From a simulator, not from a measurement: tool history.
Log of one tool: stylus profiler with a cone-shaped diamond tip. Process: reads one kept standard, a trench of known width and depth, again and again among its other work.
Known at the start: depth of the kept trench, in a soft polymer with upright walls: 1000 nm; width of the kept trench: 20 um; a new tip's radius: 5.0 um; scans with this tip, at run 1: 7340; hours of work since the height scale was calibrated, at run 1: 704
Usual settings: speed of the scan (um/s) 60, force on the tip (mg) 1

run    hour  speed of the scan (um/s)  force on the tip (mg)  scans with this tip  hours of work since the height scale was calibrated  depth of the trench (Å)  width of the trench's floor (µm)
  1       0                        60                      1                 7340                                                  704                  10108.2                             11.33
  2    64.5                        60                      1                 7811                                                  749                  10108.6                             11.21
  3   154.6                        60                      1                 8470                                                  812                  10114.4                             10.99
  4   195.5                        60                      1                 8769                                                  841                  10116.9                             10.99
  5   292.8                        60                      1                 9480                                                  909                  10116.8                             10.81
  6   363.8                        60                      1                 9999                                                  959                  10121.6                             10.66
      370.1  -- height scale calibrated on a step standard
  7     420                        60                      1                10406                                                   35                  10085.6                             10.59
  8   489.8                        60                      1                10916                                                   84                  10084.1                              10.4
  9     560                        43                   1.31                11430                                                  133                  10104.7                              10.4
 10   647.1                        74                   0.99                12066                                                  194                  10090.5                             10.07
 11   723.7                        60                   0.77                12626                                                  248                  10078.2                              9.94
 12   786.2                        36                   1.64                13083                                                  292                  10123.9                             10.05
 13     881                        66                   0.49                13776                                                  358                  10061.5                              9.56
 14   959.1                       195                   0.79                14347                                                  413                  10083.7                              8.73
 15  1037.8                       195                   0.79                14922                                                  468                  10086.7                              8.68

Hidden state or all else? Some run-to-run changes of depth of the trench (Å), split into what the settings, what came in and random variation would give without the hidden state, and what is left for the hidden state (with any gauge scatter that isn't in both results):
The hidden state here: radius of the tip, um; height scale over the true one, %; drift of the gauge itself on depth_nm, %; drift of the gauge itself on floor_um, %.
Run 6 -> 7: height scale calibrated on a step standard. depth of the trench (Å) -36: hidden state -34.2, all else -1.8.
Run 12 -> 13: speed of the scan (um/s) 36 -> 66, force on the tip (mg) 1.64 -> 0.49. depth of the trench (Å) -62.4: hidden state +2.3, all else -64.7.

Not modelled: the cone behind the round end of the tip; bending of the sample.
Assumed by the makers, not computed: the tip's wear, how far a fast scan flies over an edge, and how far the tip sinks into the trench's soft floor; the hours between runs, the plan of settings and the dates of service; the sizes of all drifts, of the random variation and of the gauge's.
